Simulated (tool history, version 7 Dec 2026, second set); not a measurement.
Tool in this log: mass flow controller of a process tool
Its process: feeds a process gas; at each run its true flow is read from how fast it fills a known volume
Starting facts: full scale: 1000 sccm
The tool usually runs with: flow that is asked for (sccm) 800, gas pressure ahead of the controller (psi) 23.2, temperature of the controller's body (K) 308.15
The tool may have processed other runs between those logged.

run,hour,flow that is asked for (sccm),gas pressure ahead of the controller (psi),temperature of the controller's body (K),true flow (%)
1,0.0,800,23.2,308.15,98.95
2,83.4,800,23.2,308.15,98.91
3,148.2,800,23.2,308.15,98.96
4,187.9,800,38.4,308.15,98.63
5,253.4,800,23.2,308.15,98.98
6,326.2,800,23.2,308.15,98.95
7,392.4,800,23.2,308.15,98.97
8,448.0,800,23.2,293.15,99.59
9,519.5,800,23.2,293.15,99.66
10,580.3,800,23.2,293.15,99.53
11,641.7,800,23.2,308.15,98.97
12,692.6,980,23.2,308.15,99.62
13,737.3,980,23.2,308.15,99.71
14,786.0,800,22.0,308.15,98.99
15,826.0,800,22.0,308.15,99.05
16,893.5,800,23.2,306.15,99.00
17,948.0,800,23.2,306.15,99.00
18,1028.4,800,23.2,308.15,98.98
19,1088.0,800,23.2,308.15,98.88
20,1157.0,800,23.2,308.15,98.99
21,1214.3,800,23.2,298.15,99.40
# hour 1220.2: controller's zero set anew
22,1295.0,800,23.2,293.15,99.42
23,1346.9,800,23.2,293.15,99.33
24,1407.9,220,23.2,308.15,95.23
25,1471.1,309,20.5,299.15,96.62
26,1510.7,132,34.7,302.15,93.23
# hour 1578.3: controller's zero set anew, once more
27,1581.2,132,34.7,302.15,97.09
28,1620.2,800,28.9,308.15,99.26
29,1688.7,200,39.7,295.15,97.42
30,1735.1,800,23.9,308.15,99.39
31,1787.2,800,23.9,308.15,99.40
32,1855.3,464,20.6,312.15,98.14
33,1926.2,447,26.4,305.15,98.28
34,2001.1,800,37.1,302.15,99.19
35,2069.5,597,25.4,303.15,98.78
36,2115.3,597,25.4,303.15,98.84
37,2180.5,637,35.4,300.15,98.92
38,2238.1,800,20.3,308.15,99.39
39,2292.2,128,21.5,308.15,96.77
40,2347.5,128,21.5,308.15,96.72
41,2405.4,866,23.2,308.15,99.64
42,2452.2,866,23.2,308.15,99.64
43,2526.1,114,32.3,301.15,96.49
44,2595.3,125,23.2,309.15,96.44
45,2671.4,193,32.1,312.15,96.57
46,2741.7,416,20.9,300.15,98.37
47,2804.3,344,24.4,312.15,97.42
48,2864.0,344,24.4,312.15,97.50

Results per run with the tool's hidden condition removed, run-to-run variation unchanged:
Unlogged tool condition in this case: flow at rest that the sensor doesn't see, % of full scale; true flow over the shown one, %; drift of the gauge itself on true_pct, %.
run,true flow (%)
1,99.03
2,98.98
3,99.03
4,98.71
5,99.06
6,99.03
7,99.05
8,99.67
9,99.75
10,99.62
11,99.07
12,99.65
13,99.73
14,99.09
15,99.15
16,99.11
17,99.11
18,99.09
19,99.00
20,99.10
21,99.52
22,99.70
23,99.61
24,97.13
25,97.89
26,96.67
27,96.85
28,98.94
29,97.18
30,99.07
31,99.08
32,97.85
33,98.00
34,98.88
35,98.49
36,98.56
37,98.64
38,99.09
39,96.89
40,96.87
41,99.34
42,99.34
43,96.81
44,96.73
45,96.64
46,98.20
47,97.31
48,97.40
